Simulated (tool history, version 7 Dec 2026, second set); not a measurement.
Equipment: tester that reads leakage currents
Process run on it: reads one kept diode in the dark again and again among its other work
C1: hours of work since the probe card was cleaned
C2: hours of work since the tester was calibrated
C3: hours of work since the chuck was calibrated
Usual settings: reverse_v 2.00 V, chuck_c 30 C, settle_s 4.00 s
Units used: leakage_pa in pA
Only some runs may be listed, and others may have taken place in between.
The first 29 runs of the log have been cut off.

run 30 hour=1151.3 | reverse_v=6.07 chuck_c=37 settle_s=1.58 | C1=3017 C2=1982 C3=146 | leakage_pa=200.45
run 31 hour=1196.7 | reverse_v=6.07 chuck_c=44 settle_s=1.58 | C1=3049 C2=2013 C3=177 | leakage_pa=355.25
run 32 hour=1232.7 | reverse_v=6.07 chuck_c=44 settle_s=1.58 | C1=3073 C2=2038 C3=202 | leakage_pa=353.82
run 33 hour=1287.7 | reverse_v=7.77 chuck_c=21 settle_s=7.88 | C1=3111 C2=2076 C3=239 | leakage_pa=55.57
run 34 hour=1331.6 | reverse_v=2.00 chuck_c=33 settle_s=3.18 | C1=3142 C2=2106 C3=270 | leakage_pa=87.24
run 35 hour=1372.9 | reverse_v=2.00 chuck_c=33 settle_s=3.18 | C1=3170 C2=2135 C3=298 | leakage_pa=87.13
run 36 hour=1428.8 | reverse_v=6.10 chuck_c=21 settle_s=7.38 | C1=3208 C2=2173 C3=337 | leakage_pa=49.58
run 37 hour=1461.8 | reverse_v=6.10 chuck_c=25 settle_s=0.50 | C1=3231 C2=2196 C3=359 | leakage_pa=73.91
run 38 hour=1512.0 | reverse_v=6.10 chuck_c=25 settle_s=0.66 | C1=3266 C2=2230 C3=394 | leakage_pa=73.36
run 39 hour=1546.7 | reverse_v=6.10 chuck_c=24 settle_s=4.89 | C1=3290 C2=2254 C3=418 | leakage_pa=65.53

5 ways to go on from here, each from the tool as it stands after run 39. What would each give?
run A hour=1569.7 | reverse_v=1.16 chuck_c=55 settle_s=4.89 | C1=3305 C2=2270 C3=434 | leakage_pa=?
run B hour=1569.7 | reverse_v=6.10 chuck_c=24 settle_s=3.58 | C1=3305 C2=2270 C3=434 | leakage_pa=?
run C hour=1569.7 | reverse_v=2.00 chuck_c=23 settle_s=6.98 | C1=3305 C2=2270 C3=434 | leakage_pa=?
run D hour=1569.7 | reverse_v=6.10 chuck_c=24 settle_s=3.89 | C1=3305 C2=2270 C3=434 | leakage_pa=?
run E hour=1569.7 | reverse_v=6.10 chuck_c=24 settle_s=3.61 | C1=3305 C2=2270 C3=434 | leakage_pa=?

run=A leakage_pa=395.54
run=B leakage_pa=65.49
run=C leakage_pa=36.36
run=D leakage_pa=65.20
run=E leakage_pa=65.33
The same runs, with their run-to-run variation unchanged, on a tool lacking any hidden condition would have given:
run=A leakage_pa=396.22
run=B leakage_pa=65.40
run=C leakage_pa=36.36
run=D leakage_pa=65.10
run=E leakage_pa=65.24
